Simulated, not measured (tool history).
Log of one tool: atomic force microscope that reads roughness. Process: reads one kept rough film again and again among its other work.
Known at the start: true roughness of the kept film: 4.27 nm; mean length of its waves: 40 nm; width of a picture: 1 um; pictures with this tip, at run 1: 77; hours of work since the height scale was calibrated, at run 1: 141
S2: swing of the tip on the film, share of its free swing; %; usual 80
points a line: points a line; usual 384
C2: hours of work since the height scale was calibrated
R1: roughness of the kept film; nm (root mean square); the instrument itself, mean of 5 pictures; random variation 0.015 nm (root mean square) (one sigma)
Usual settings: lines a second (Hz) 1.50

{"run": 1, "hour": 0.0, "lines a second (Hz)": 1.5, "S2": 80, "points a line": 384, "pictures with this tip": 77, "C2": 141, "R1": 3.676}
{"run": 2, "hour": 7.7, "lines a second (Hz)": 1.5, "S2": 80, "points a line": 384, "pictures with this tip": 85, "C2": 146, "R1": 3.667}
{"run": 3, "hour": 17.0, "lines a second (Hz)": 1.5, "S2": 80, "points a line": 384, "pictures with this tip": 96, "C2": 152, "R1": 3.701}
{"run": 4, "hour": 25.7, "lines a second (Hz)": 1.5, "S2": 80, "points a line": 384, "pictures with this tip": 105, "C2": 158, "R1": 3.686}
{"run": 5, "hour": 40.6, "lines a second (Hz)": 1.5, "S2": 80, "points a line": 968, "pictures with this tip": 122, "C2": 168, "R1": 3.698}
{"hour": 43.2, "done": "new tip fitted"}
{"run": 6, "hour": 51.8, "lines a second (Hz)": 1.5, "S2": 80, "points a line": 968, "pictures with this tip": 10, "C2": 175, "R1": 3.681}
{"run": 7, "hour": 67.7, "lines a second (Hz)": 1.5, "S2": 80, "points a line": 968, "pictures with this tip": 27, "C2": 185, "R1": 3.688}
{"run": 8, "hour": 79.6, "lines a second (Hz)": 1.5, "S2": 88, "points a line": 384, "pictures with this tip": 40, "C2": 193, "R1": 3.561}
{"run": 9, "hour": 93.9, "lines a second (Hz)": 1.5, "S2": 80, "points a line": 782, "pictures with this tip": 56, "C2": 202, "R1": 3.694}
{"run": 10, "hour": 104.0, "lines a second (Hz)": 1.5, "S2": 80, "points a line": 373, "pictures with this tip": 67, "C2": 209, "R1": 3.709}
{"run": 11, "hour": 117.4, "lines a second (Hz)": 1.5, "S2": 70, "points a line": 384, "pictures with this tip": 82, "C2": 217, "R1": 3.787}
{"run": 12, "hour": 134.5, "lines a second (Hz)": 1.5, "S2": 70, "points a line": 384, "pictures with this tip": 101, "C2": 229, "R1": 3.791}
{"run": 13, "hour": 142.8, "lines a second (Hz)": 1.5, "S2": 70, "points a line": 384, "pictures with this tip": 110, "C2": 234, "R1": 3.78}
{"run": 14, "hour": 150.8, "lines a second (Hz)": 1.5, "S2": 70, "points a line": 629, "pictures with this tip": 119, "C2": 239, "R1": 3.808}
{"hour": 156.4, "done": "new tip fitted"}
{"run": 15, "hour": 159.7, "lines a second (Hz)": 1.5, "S2": 70, "points a line": 629, "pictures with this tip": 4, "C2": 245, "R1": 3.79}
{"run": 16, "hour": 177.2, "lines a second (Hz)": 1.5, "S2": 80, "points a line": 384, "pictures with this tip": 23, "C2": 256, "R1": 3.688}
{"run": 17, "hour": 188.7, "lines a second (Hz)": 1.5, "S2": 80, "points a line": 384, "pictures with this tip": 36, "C2": 264, "R1": 3.684}
{"run": 18, "hour": 198.1, "lines a second (Hz)": 1.5, "S2": 80, "points a line": 384, "pictures with this tip": 46, "C2": 270, "R1": 3.668}
{"run": 19, "hour": 209.3, "lines a second (Hz)": 1.5, "S2": 80, "points a line": 384, "pictures with this tip": 58, "C2": 277, "R1": 3.663}
{"run": 20, "hour": 217.9, "lines a second (Hz)": 1.5, "S2": 80, "points a line": 384, "pictures with this tip": 68, "C2": 283, "R1": 3.675}
{"run": 21, "hour": 235.2, "lines a second (Hz)": 1.5, "S2": 80, "points a line": 934, "pictures with this tip": 87, "C2": 294, "R1": 3.717}
{"run": 22, "hour": 252.4, "lines a second (Hz)": 1.5, "S2": 80, "points a line": 934, "pictures with this tip": 106, "C2": 306, "R1": 3.72}
{"run": 23, "hour": 263.5, "lines a second (Hz)": 1.5, "S2": 80, "points a line": 934, "pictures with this tip": 118, "C2": 313, "R1": 3.672}
{"hour": 268.7, "done": "new tip fitted"}
{"run": 24, "hour": 279.2, "lines a second (Hz)": 1.5, "S2": 80, "points a line": 934, "pictures with this tip": 11, "C2": 323, "R1": 3.719}
{"run": 25, "hour": 294.5, "lines a second (Hz)": 1.5, "S2": 80, "points a line": 934, "pictures with this tip": 28, "C2": 333, "R1": 3.69}
{"run": 26, "hour": 307.9, "lines a second (Hz)": 1.5, "S2": 80, "points a line": 384, "pictures with this tip": 43, "C2": 342, "R1": 3.68}
{"run": 27, "hour": 319.1, "lines a second (Hz)": 1.5, "S2": 83, "points a line": 669, "pictures with this tip": 55, "C2": 349, "R1": 3.639}
{"run": 28, "hour": 327.4, "lines a second (Hz)": 3.1, "S2": 85, "points a line": 669, "pictures with this tip": 64, "C2": 354, "R1": 3.3}
{"run": 29, "hour": 335.7, "lines a second (Hz)": 3.1, "S2": 85, "points a line": 669, "pictures with this tip": 74, "C2": 360, "R1": 3.305}
{"run": 30, "hour": 347.3, "lines a second (Hz)": 1.5, "S2": 66, "points a line": 399, "pictures with this tip": 86, "C2": 367, "R1": 3.81}
{"run": 31, "hour": 362.4, "lines a second (Hz)": 3.39, "S2": 67, "points a line": 406, "pictures with this tip": 103, "C2": 377, "R1": 3.664}
{"run": 32, "hour": 377.5, "lines a second (Hz)": 0.88, "S2": 59, "points a line": 360, "pictures with this tip": 120, "C2": 387, "R1": 3.882}
{"hour": 381.3, "done": "new tip fitted"}
{"run": 33, "hour": 392.6, "lines a second (Hz)": 1.96, "S2": 60, "points a line": 568, "pictures with this tip": 12, "C2": 397, "R1": 3.832}
{"run": 34, "hour": 404.7, "lines a second (Hz)": 3.36, "S2": 80, "points a line": 455, "pictures with this tip": 25, "C2": 405, "R1": 3.401}
{"run": 35, "hour": 420.9, "lines a second (Hz)": 1.5, "S2": 90, "points a line": 384, "pictures with this tip": 43, "C2": 415, "R1": 3.533}
{"run": 36, "hour": 429.8, "lines a second (Hz)": 1.5, "S2": 90, "points a line": 384, "pictures with this tip": 53, "C2": 421, "R1": 3.53}
{"run": 37, "hour": 443.4, "lines a second (Hz)": 1.75, "S2": 64, "points a line": 384, "pictures with this tip": 68, "C2": 430, "R1": 3.832}
{"run": 38, "hour": 458.5, "lines a second (Hz)": 1.75, "S2": 80, "points a line": 426, "pictures with this tip": 85, "C2": 440, "R1": 3.623}
{"run": 39, "hour": 473.2, "lines a second (Hz)": 1.75, "S2": 80, "points a line": 426, "pictures with this tip": 101, "C2": 449, "R1": 3.632}
{"run": 40, "hour": 489.9, "lines a second (Hz)": 1.75, "S2": 80, "points a line": 426, "pictures with this tip": 120, "C2": 460, "R1": 3.636}
{"hour": 494.8, "done": "new tip fitted"}
{"run": 41, "hour": 505.2, "lines a second (Hz)": 1.24, "S2": 80, "points a line": 863, "pictures with this tip": 11, "C2": 470, "R1": 3.737}
{"run": 42, "hour": 518.7, "lines a second (Hz)": 1.24, "S2": 80, "points a line": 863, "pictures with this tip": 26, "C2": 479, "R1": 3.734}
{"run": 43, "hour": 527.3, "lines a second (Hz)": 0.7, "S2": 61, "points a line": 471, "pictures with this tip": 36, "C2": 485, "R1": 3.927}
{"run": 44, "hour": 542.6, "lines a second (Hz)": 1.5, "S2": 74, "points a line": 384, "pictures with this tip": 53, "C2": 495, "R1": 3.747}
{"run": 45, "hour": 559.8, "lines a second (Hz)": 1.26, "S2": 71, "points a line": 420, "pictures with this tip": 72, "C2": 506, "R1": 3.805}
{"run": 46, "hour": 574.3, "lines a second (Hz)": 1.26, "S2": 71, "points a line": 420, "pictures with this tip": 88, "C2": 515, "R1": 3.779}
{"run": 47, "hour": 587.3, "lines a second (Hz)": 0.62, "S2": 60, "points a line": 290, "pictures with this tip": 102, "C2": 524, "R1": 3.884}
{"run": 48, "hour": 597.3, "lines a second (Hz)": 1.34, "S2": 78, "points a line": 617, "pictures with this tip": 113, "C2": 530, "R1": 3.754}
{"hour": 607.9, "done": "new tip fitted"}
{"run": 49, "hour": 608.4, "lines a second (Hz)": 1.34, "S2": 78, "points a line": 575, "pictures with this tip": 1, "C2": 537, "R1": 3.742}
{"run": 50, "hour": 623.5, "lines a second (Hz)": 1.5, "S2": 80, "points a line": 718, "pictures with this tip": 18, "C2": 547, "R1": 3.678}
{"run": 51, "hour": 635.4, "lines a second (Hz)": 1.5, "S2": 80, "points a line": 320, "pictures with this tip": 31, "C2": 555, "R1": 3.708}
{"run": 52, "hour": 646.7, "lines a second (Hz)": 1.5, "S2": 80, "points a line": 320, "pictures with this tip": 43, "C2": 562, "R1": 3.696}

Hidden state at the last listed run before each entry between runs and at the first one after, where it differs:
Between runs 5 and 6: new tip fitted (hour 43.2)
  radius of the tip, nm: 7.2 -> 7
Between runs 14 and 15: new tip fitted (hour 156.4)
  radius of the tip, nm: 7.3 -> 7
Between runs 23 and 24: new tip fitted (hour 268.7)
  radius of the tip, nm: 7.2 -> 7
Between runs 32 and 33: new tip fitted (hour 381.3)
  radius of the tip, nm: 7.2 -> 7
Between runs 40 and 41: new tip fitted (hour 494.8)
  radius of the tip, nm: 7.2 -> 7
Between runs 48 and 49: new tip fitted (hour 607.9)
  radius of the tip, nm: 7.2 -> 7

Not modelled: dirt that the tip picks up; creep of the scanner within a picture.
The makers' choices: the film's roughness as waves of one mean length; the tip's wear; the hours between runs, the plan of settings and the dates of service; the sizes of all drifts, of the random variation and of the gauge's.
